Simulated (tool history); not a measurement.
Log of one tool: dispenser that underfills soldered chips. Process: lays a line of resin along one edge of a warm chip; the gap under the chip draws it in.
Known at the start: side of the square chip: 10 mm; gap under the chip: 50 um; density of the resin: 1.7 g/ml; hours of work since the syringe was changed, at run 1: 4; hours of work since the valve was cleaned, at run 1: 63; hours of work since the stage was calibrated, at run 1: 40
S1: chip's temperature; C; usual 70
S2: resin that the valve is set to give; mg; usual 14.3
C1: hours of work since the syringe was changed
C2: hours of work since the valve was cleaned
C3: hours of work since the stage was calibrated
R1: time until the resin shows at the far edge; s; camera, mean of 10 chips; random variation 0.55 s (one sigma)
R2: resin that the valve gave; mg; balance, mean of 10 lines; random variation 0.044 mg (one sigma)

| run | day | S1 | S2 | C1 | C2 | C3 | R1 | R2 |
|---|---|---|---|---|---|---|---|---|
| 1 | 0 | 70 | 14.3 | 4 | 63 | 40 | 61 | 13.71 |
| 2 | 0.312 | 70 | 14.3 | 9 | 68 | 45 | 81.7 | 13.68 |
|  | 0.371 | new syringe of resin |
| 3 | 0.567 | 70 | 14.3 | 3 | 72 | 49 | 58.1 | 13.62 |
|  | 0.625 | dispensing valve cleaned and set on the balance |
| 4 | 0.929 | 72 | 14.3 | 8 | 5 | 54 | 70.9 | 14.25 |
|  | 1.008 | new syringe of resin |
| 5 | 1.25 | 72 | 14.3 | 4 | 10 | 59 | 56 | 14.21 |
| 6 | 1.429 | 72 | 14.3 | 7 | 13 | 62 | 66.8 | 14.18 |
|  | 1.612 | new syringe of resin |
| 7 | 1.642 | 72 | 17.8 | 0 | 16 | 65 | 43.4 | 17.62 |
| 8 | 1.867 | 70 | 17.5 | 4 | 20 | 69 | 58.5 | 17.23 |
| 9 | 2.175 | 70 | 17.5 | 9 | 25 | 74 | 80.3 | 17.22 |
|  | 2.217 | new syringe of resin |
| 10 | 2.504 | 70 | 17.5 | 5 | 30 | 79 | 64.1 | 17.19 |
|  | 2.8 | new syringe of resin |
| 11 | 2.804 | 70 | 14.6 | 0 | 35 | 84 | 48.4 | 14.27 |
| 12 | 3.042 | 70 | 14.6 | 4 | 39 | 88 | 59.5 | 14.21 |
| 13 | 3.254 | 70 | 14.6 | 7 | 42 | 92 | 75.1 | 14.11 |
|  | 3.404 | new syringe of resin |
| 14 | 3.496 | 70 | 14.3 | 2 | 46 | 95 | 51.9 | 13.84 |
| 15 | 3.7 | 70 | 14.3 | 5 | 50 | 99 | 63.9 | 13.85 |
| 16 | 3.904 | 70 | 14.3 | 8 | 53 | 102 | 79.2 | 13.76 |
|  | 3.992 | new syringe of resin |
| 17 | 4.267 | 78 | 14.3 | 4 | 59 | 108 | 45.5 | 13.77 |
|  | 4.579 | new syringe of resin |
| 18 | 4.579 | 78 | 14.3 | 0 | 64 | 113 | 34.9 | 13.7 |
| 19 | 4.912 | 70 | 14.9 | 5 | 69 | 118 | 67.1 | 14.19 |
|  | 5.179 | dispensing valve cleaned and set on the balance |
|  | 5.217 | new syringe of resin |
| 20 | 5.217 | 84 | 14.3 | 0 | 0 | 122 | 27.4 | 14.3 |
| 21 | 5.488 | 85 | 14.3 | 4 | 5 | 127 | 33.6 | 14.32 |
| 22 | 5.775 | 61 | 17.3 | 9 | 10 | 132 | 124.1 | 17.2 |
|  | 5.821 | new syringe of resin |
| 23 | 6.129 | 61 | 17.3 | 5 | 15 | 137 | 95.6 | 17.15 |
| 24 | 6.292 | 61 | 14.4 | 8 | 18 | 140 | 115.5 | 14.23 |
|  | 6.417 | new syringe of resin |
| 25 | 6.554 | 83 | 16.9 | 2 | 22 | 144 | 30.5 | 16.68 |
| 26 | 6.804 | 83 | 18.2 | 6 | 26 | 148 | 39 | 17.85 |
|  | 7.025 | new syringe of resin |
| 27 | 7.129 | 83 | 14.8 | 2 | 31 | 153 | 32 | 14.4 |
| 28 | 7.446 | 62 | 14.8 | 7 | 36 | 158 | 105.8 | 14.42 |
|  | 7.629 | new syringe of resin |
| 29 | 7.692 | 71 | 12.8 | 1 | 40 | 162 | 49.4 | 12.54 |
| 30 | 8.029 | 71 | 12.8 | 7 | 46 | 168 | 69.1 | 12.43 |
| 31 | 8.196 | 71 | 12.8 | 9 | 49 | 171 | 81.1 | 12.35 |
|  | 8.225 | new syringe of resin |
| 32 | 8.533 | 68 | 15.8 | 5 | 54 | 176 | 71.6 | 15.2 |
|  | 8.812 | new syringe of resin |
| 33 | 8.838 | 55 | 14 | 0 | 59 | 181 | 98.1 | 13.43 |
| 34 | 9.008 | 59 | 13.3 | 3 | 62 | 184 | 96.8 | 12.73 |
| 35 | 9.204 | 59 | 13.3 | 6 | 65 | 187 | 117.8 | 12.66 |
|  | 9.4 | new syringe of resin |
| 36 | 9.475 | 61 | 15.3 | 1 | 69 | 191 | 77.9 | 14.58 |

Forecast each of these 3 alternatives for the next run:
| A | 9.646 | 67 | 12.7 | 4 | 72 | 194 | ? | ? |
| B | 9.646 | 84 | 18.5 | 4 | 72 | 194 | ? | ? |
| C | 9.646 | 74 | 13.8 | 4 | 72 | 194 | ? | ? |

| run | R1 | R2 |
|---|---|---|
| A | 72.9 | 11.96 |
| B | 34.1 | 17.67 |
| C | 52.9 | 13.13 |
Without the tool's hidden state the same runs would have given:
| run | R1 | R2 |
|---|---|---|
| A | 54.2 | 12.6 |
| B | 25.7 | 18.59 |
| C | 39.6 | 13.82 |
